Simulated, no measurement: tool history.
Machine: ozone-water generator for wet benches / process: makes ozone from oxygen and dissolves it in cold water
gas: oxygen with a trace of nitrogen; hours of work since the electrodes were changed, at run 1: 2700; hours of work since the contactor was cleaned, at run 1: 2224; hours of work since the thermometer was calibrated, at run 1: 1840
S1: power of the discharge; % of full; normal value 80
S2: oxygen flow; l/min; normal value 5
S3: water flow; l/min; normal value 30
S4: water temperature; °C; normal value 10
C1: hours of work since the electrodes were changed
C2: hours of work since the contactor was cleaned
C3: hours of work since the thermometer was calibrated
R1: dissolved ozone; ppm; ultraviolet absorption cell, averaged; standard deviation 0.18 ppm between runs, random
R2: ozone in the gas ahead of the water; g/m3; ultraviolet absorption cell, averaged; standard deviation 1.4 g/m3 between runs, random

{"run": 1, "day": 0.0, "S1": 80, "S2": 5, "S3": 30, "S4": 10, "C1": 2700, "C2": 2224, "C3": 1840, "R1": 23.1, "R2": 254.2}
{"run": 2, "day": 2.067, "S1": 80, "S2": 5, "S3": 30, "S4": 10, "C1": 2750, "C2": 2274, "C3": 1889, "R1": 22.8, "R2": 253.2}
{"run": 3, "day": 4.479, "S1": 80, "S2": 5, "S3": 30, "S4": 10, "C1": 2808, "C2": 2332, "C3": 1947, "R1": 22.9, "R2": 252.5}
{"run": 4, "day": 6.675, "S1": 80, "S2": 5, "S3": 30, "S4": 10, "C1": 2860, "C2": 2384, "C3": 2000, "R1": 22.7, "R2": 253.8}
{"run": 5, "day": 8.642, "S1": 80, "S2": 5, "S3": 30, "S4": 10, "C1": 2908, "C2": 2432, "C3": 2047, "R1": 22.6, "R2": 251.5}
{"run": 6, "day": 10.921, "S1": 80, "S2": 5, "S3": 30, "S4": 10, "C1": 2962, "C2": 2486, "C3": 2102, "R1": 22.8, "R2": 250.8}
{"run": 7, "day": 12.446, "S1": 80, "S2": 5, "S3": 30, "S4": 10, "C1": 2999, "C2": 2523, "C3": 2139, "R1": 22.8, "R2": 252.1}
{"run": 8, "day": 14.85, "S1": 80, "S2": 5, "S3": 30, "S4": 10, "C1": 3056, "C2": 2580, "C3": 2196, "R1": 22.8, "R2": 247.4}
{"run": 9, "day": 17.354, "S1": 80, "S2": 5, "S3": 30, "S4": 10, "C1": 3117, "C2": 2641, "C3": 2256, "R1": 22.5, "R2": 251.6}
{"run": 10, "day": 20.725, "S1": 80, "S2": 5, "S3": 30, "S4": 10, "C1": 3197, "C2": 2721, "C3": 2337, "R1": 22.8, "R2": 248.8}
{"day": 22.508, "done": "contactor cleaned"}
{"run": 11, "day": 23.954, "S1": 65, "S2": 5, "S3": 30, "S4": 10, "C1": 3271, "C2": 35, "C3": 2411, "R1": 19.8, "R2": 214.5}
{"run": 12, "day": 26.175, "S1": 65, "S2": 5, "S3": 30, "S4": 10, "C1": 3324, "C2": 88, "C3": 2464, "R1": 19.7, "R2": 213.2}
{"run": 13, "day": 28.088, "S1": 65, "S2": 5, "S3": 43, "S4": 10, "C1": 3370, "C2": 134, "C3": 2510, "R1": 13.5, "R2": 212}
{"run": 14, "day": 30.471, "S1": 52, "S2": 5, "S3": 43, "S4": 10, "C1": 3427, "C2": 191, "C3": 2567, "R1": 11.6, "R2": 177.6}
{"run": 15, "day": 32.662, "S1": 80, "S2": 5, "S3": 30, "S4": 10, "C1": 3480, "C2": 244, "C3": 2620, "R1": 23.2, "R2": 249.3}
{"run": 16, "day": 34.812, "S1": 65, "S2": 5, "S3": 30, "S4": 10, "C1": 3532, "C2": 295, "C3": 2671, "R1": 19.4, "R2": 209.8}
{"run": 17, "day": 37.4, "S1": 65, "S2": 5, "S3": 30, "S4": 10, "C1": 3594, "C2": 357, "C3": 2733, "R1": 19.2, "R2": 208.2}
{"run": 18, "day": 40.438, "S1": 59, "S2": 2.75, "S3": 24, "S4": 10, "C1": 3666, "C2": 430, "C3": 2806, "R1": 20.1, "R2": 275.9}
{"day": 43.862, "done": "water thermometer calibrated"}
{"run": 19, "day": 44.025, "S1": 59, "S2": 2.75, "S3": 24, "S4": 10, "C1": 3752, "C2": 516, "C3": 4, "R1": 20, "R2": 274.3}
{"run": 20, "day": 47.421, "S1": 59, "S2": 2.75, "S3": 24, "S4": 10, "C1": 3833, "C2": 597, "C3": 85, "R1": 20.1, "R2": 275.1}
{"run": 21, "day": 50.033, "S1": 59, "S2": 2.75, "S3": 24, "S4": 10, "C1": 3896, "C2": 660, "C3": 148, "R1": 19.8, "R2": 275.5}
{"run": 22, "day": 52.371, "S1": 47, "S2": 8.5, "S3": 20, "S4": 9, "C1": 3952, "C2": 716, "C3": 204, "R1": 21.6, "R2": 119.3}
{"run": 23, "day": 54.946, "S1": 47, "S2": 8.5, "S3": 20, "S4": 9, "C1": 4014, "C2": 778, "C3": 266, "R1": 21.2, "R2": 118.6}
{"run": 24, "day": 58.15, "S1": 56, "S2": 8.03, "S3": 20, "S4": 15, "C1": 4091, "C2": 855, "C3": 343, "R1": 22.4, "R2": 141.1}
{"run": 25, "day": 60.317, "S1": 82, "S2": 5, "S3": 42, "S4": 12, "C1": 4143, "C2": 907, "C3": 395, "R1": 16.2, "R2": 250.6}
{"run": 26, "day": 62.183, "S1": 80, "S2": 3.62, "S3": 30, "S4": 7, "C1": 4188, "C2": 952, "C3": 440, "R1": 21.8, "R2": 297}
{"run": 27, "day": 65.388, "S1": 91, "S2": 5, "S3": 30, "S4": 13, "C1": 4265, "C2": 1028, "C3": 516, "R1": 24.3, "R2": 270.3}
{"run": 28, "day": 67.662, "S1": 80, "S2": 8.7, "S3": 43, "S4": 10, "C1": 4319, "C2": 1083, "C3": 571, "R1": 17.3, "R2": 178.4}
{"run": 29, "day": 69.367, "S1": 76, "S2": 5, "S3": 30, "S4": 10, "C1": 4360, "C2": 1124, "C3": 612, "R1": 21.3, "R2": 234.8}
{"run": 30, "day": 71.283, "S1": 43, "S2": 5, "S3": 30, "S4": 16, "C1": 4406, "C2": 1170, "C3": 658, "R1": 13.4, "R2": 150.5}
{"run": 31, "day": 73.6, "S1": 44, "S2": 4.08, "S3": 30, "S4": 16, "C1": 4462, "C2": 1225, "C3": 713, "R1": 13.3, "R2": 174.2}
{"run": 32, "day": 75.125, "S1": 44, "S2": 4.08, "S3": 30, "S4": 16, "C1": 4498, "C2": 1262, "C3": 750, "R1": 13.1, "R2": 171.7}
{"run": 33, "day": 77.483, "S1": 49, "S2": 2.67, "S3": 44, "S4": 16, "C1": 4555, "C2": 1319, "C3": 807, "R1": 8.5, "R2": 239.2}
{"run": 34, "day": 79.008, "S1": 58, "S2": 5, "S3": 23, "S4": 10, "C1": 4591, "C2": 1355, "C3": 843, "R1": 22.2, "R2": 189.5}

Consider 3 possible next runs. They are alternatives, not a sequence: every one starts from the tool as it was left by run 34. What does each give?
{"run": "A", "day": 82.167, "S1": 58, "S2": 2.96, "S3": 24, "S4": 5, "C1": 4667, "C2": 1431, "C3": 919, "R1": "?", "R2": "?"}
{"run": "B", "day": 82.167, "S1": 58, "S2": 5, "S3": 34, "S4": 10, "C1": 4667, "C2": 1431, "C3": 919, "R1": "?", "R2": "?"}
{"run": "C", "day": 82.167, "S1": 41, "S2": 3.07, "S3": 30, "S4": 5, "C1": 4667, "C2": 1431, "C3": 919, "R1": "?", "R2": "?"}

run=A R1=19.9 R2=256
run=B R1=15.6 R2=188.1
run=C R1=12.5 R2=192.8
With the hidden condition removed and each run's random variation left untouched, the same runs would have given:
run=A R1=21.9 R2=275.7
run=B R1=17.2 R2=202.7
run=C R1=13.4 R2=202.6

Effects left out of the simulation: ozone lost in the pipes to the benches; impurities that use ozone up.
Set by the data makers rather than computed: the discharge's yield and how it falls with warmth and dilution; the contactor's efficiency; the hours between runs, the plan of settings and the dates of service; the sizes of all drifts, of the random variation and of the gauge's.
